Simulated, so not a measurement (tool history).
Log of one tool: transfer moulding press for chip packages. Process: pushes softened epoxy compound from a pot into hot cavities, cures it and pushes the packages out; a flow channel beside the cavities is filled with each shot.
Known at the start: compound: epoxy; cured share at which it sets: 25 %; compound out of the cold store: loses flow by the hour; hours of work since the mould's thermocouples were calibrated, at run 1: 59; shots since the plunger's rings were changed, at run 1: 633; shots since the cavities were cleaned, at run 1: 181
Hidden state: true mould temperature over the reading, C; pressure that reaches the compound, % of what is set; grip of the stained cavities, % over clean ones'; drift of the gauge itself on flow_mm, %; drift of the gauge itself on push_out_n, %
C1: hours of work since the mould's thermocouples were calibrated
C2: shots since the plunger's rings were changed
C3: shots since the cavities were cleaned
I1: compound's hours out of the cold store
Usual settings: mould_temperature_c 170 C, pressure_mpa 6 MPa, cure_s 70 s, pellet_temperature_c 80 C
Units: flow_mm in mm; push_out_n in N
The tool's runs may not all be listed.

{"run": 1, "hour": 0.0, "mould_temperature_c": 170, "pressure_mpa": 6, "cure_s": 70, "pellet_temperature_c": 80, "C1": 59, "C2": 633, "C3": 181, "I1": 46.5, "flow_mm": 452.7, "push_out_n": 260}
{"run": 2, "hour": 47.1, "mould_temperature_c": 170, "pressure_mpa": 6, "cure_s": 70, "pellet_temperature_c": 80, "C1": 79, "C2": 1163, "C3": 711, "I1": 47.3, "flow_mm": 448.7, "push_out_n": 322}
{"hour": 66.1, "done": "cavities cleaned with cleaning compound and waxed"}
{"run": 3, "hour": 74.5, "mould_temperature_c": 170, "pressure_mpa": 6, "cure_s": 70, "pellet_temperature_c": 80, "C1": 90, "C2": 1453, "C3": 95, "I1": 9.9, "flow_mm": 560.7, "push_out_n": 401}
{"run": 4, "hour": 127.2, "mould_temperature_c": 170, "pressure_mpa": 6, "cure_s": 70, "pellet_temperature_c": 80, "C1": 113, "C2": 2044, "C3": 686, "I1": 33.4, "flow_mm": 483.2, "push_out_n": 365}
{"hour": 149.8, "done": "cavities cleaned with cleaning compound and waxed"}
{"run": 5, "hour": 171.7, "mould_temperature_c": 170, "pressure_mpa": 6, "cure_s": 70, "pellet_temperature_c": 80, "C1": 131, "C2": 2527, "C3": 246, "I1": 31.4, "flow_mm": 487, "push_out_n": 289}
{"hour": 187.7, "done": "plunger's sealing rings changed"}
{"run": 6, "hour": 198.3, "mould_temperature_c": 170, "pressure_mpa": 6, "cure_s": 70, "pellet_temperature_c": 74, "C1": 141, "C2": 119, "C3": 517, "I1": 38.7, "flow_mm": 477.8, "push_out_n": 315}
{"hour": 235.4, "done": "cavities cleaned with cleaning compound and waxed"}
{"run": 7, "hour": 242.9, "mould_temperature_c": 170, "pressure_mpa": 6, "cure_s": 70, "pellet_temperature_c": 74, "C1": 160, "C2": 602, "C3": 84, "I1": 14.1, "flow_mm": 552.1, "push_out_n": 285}
{"run": 8, "hour": 275.5, "mould_temperature_c": 170, "pressure_mpa": 6, "cure_s": 70, "pellet_temperature_c": 74, "C1": 174, "C2": 969, "C3": 451, "I1": 41, "flow_mm": 467.3, "push_out_n": 326}
{"hour": 310.5, "done": "cavities cleaned with cleaning compound and waxed, once more"}
{"run": 9, "hour": 315.3, "mould_temperature_c": 170, "pressure_mpa": 6, "cure_s": 70, "pellet_temperature_c": 74, "C1": 190, "C2": 1398, "C3": 53, "I1": 17.2, "flow_mm": 537.4, "push_out_n": 262}
{"run": 10, "hour": 367.5, "mould_temperature_c": 170, "pressure_mpa": 6.49, "cure_s": 70, "pellet_temperature_c": 80, "C1": 212, "C2": 1984, "C3": 639, "I1": 46.9, "flow_mm": 463.5, "push_out_n": 324}
{"hour": 395.0, "done": "cavities cleaned with cleaning compound and waxed"}
{"run": 11, "hour": 412.3, "mould_temperature_c": 170, "pressure_mpa": 6, "cure_s": 70, "pellet_temperature_c": 80, "C1": 231, "C2": 2470, "C3": 194, "I1": 42.6, "flow_mm": 453.2, "push_out_n": 284}
{"hour": 431.4, "done": "plunger's sealing rings changed"}
{"run": 12, "hour": 461.3, "mould_temperature_c": 170, "pressure_mpa": 6, "cure_s": 70, "pellet_temperature_c": 80, "C1": 251, "C2": 335, "C3": 716, "I1": 18.7, "flow_mm": 537.2, "push_out_n": 348}
{"hour": 480.6, "done": "cavities cleaned with cleaning compound and waxed"}
{"run": 13, "hour": 509.0, "mould_temperature_c": 170, "pressure_mpa": 6, "cure_s": 70, "pellet_temperature_c": 80, "C1": 271, "C2": 854, "C3": 319, "I1": 18.5, "flow_mm": 537, "push_out_n": 310}
{"run": 14, "hour": 542.3, "mould_temperature_c": 170, "pressure_mpa": 6, "cure_s": 53, "pellet_temperature_c": 77, "C1": 285, "C2": 1227, "C3": 692, "I1": 15.7, "flow_mm": 543.2, "push_out_n": 772}
{"hour": 563.3, "done": "cavities cleaned with cleaning compound and waxed"}
{"run": 15, "hour": 569.9, "mould_temperature_c": 173, "pressure_mpa": 5.83, "cure_s": 86, "pellet_temperature_c": 88, "C1": 296, "C2": 1520, "C3": 74, "I1": 30.8, "flow_mm": 479, "push_out_n": 201}
{"run": 16, "hour": 620.6, "mould_temperature_c": 173, "pressure_mpa": 6, "cure_s": 96, "pellet_temperature_c": 80, "C1": 318, "C2": 2089, "C3": 643, "I1": 43.7, "flow_mm": 448.5, "push_out_n": 258}
{"hour": 646.6, "done": "cavities cleaned with cleaning compound and waxed"}
{"run": 17, "hour": 671.3, "mould_temperature_c": 173, "pressure_mpa": 6, "cure_s": 96, "pellet_temperature_c": 80, "C1": 339, "C2": 2641, "C3": 277, "I1": 19.5, "flow_mm": 516.5, "push_out_n": 236}
{"hour": 676.6, "done": "plunger's sealing rings changed"}
{"run": 18, "hour": 720.2, "mould_temperature_c": 162, "pressure_mpa": 6, "cure_s": 69, "pellet_temperature_c": 70, "C1": 359, "C2": 490, "C3": 798, "I1": 46.7, "flow_mm": 468.8, "push_out_n": 597}
{"hour": 734.6, "done": "cavities cleaned with cleaning compound and waxed"}
{"hour": 743.7, "done": "mould's thermocouples calibrated"}
{"run": 19, "hour": 757.1, "mould_temperature_c": 173, "pressure_mpa": 6, "cure_s": 55, "pellet_temperature_c": 80, "C1": 6, "C2": 864, "C3": 229, "I1": 12.6, "flow_mm": 545.6, "push_out_n": 448}
{"run": 20, "hour": 803.0, "mould_temperature_c": 173, "pressure_mpa": 6, "cure_s": 55, "pellet_temperature_c": 80, "C1": 25, "C2": 1380, "C3": 745, "I1": 16.8, "flow_mm": 530.4, "push_out_n": 508}

Run 21 comes next. What will it give?
{"hour": 820.1, "done": "cavities cleaned with cleaning compound and waxed"}
{"run": 21, "hour": 849.4, "mould_temperature_c": 170, "pressure_mpa": 5.33, "cure_s": 70, "pellet_temperature_c": 72, "C1": 45, "C2": 1884, "C3": 329, "I1": 27.4, "flow_mm": "?", "push_out_n": "?"}

{"run 21": {"flow_mm": 472.4, "push_out_n": 295}}
Without the tool's hidden state the same run would have given flow_mm 483.4 mm, push_out_n 235 N.
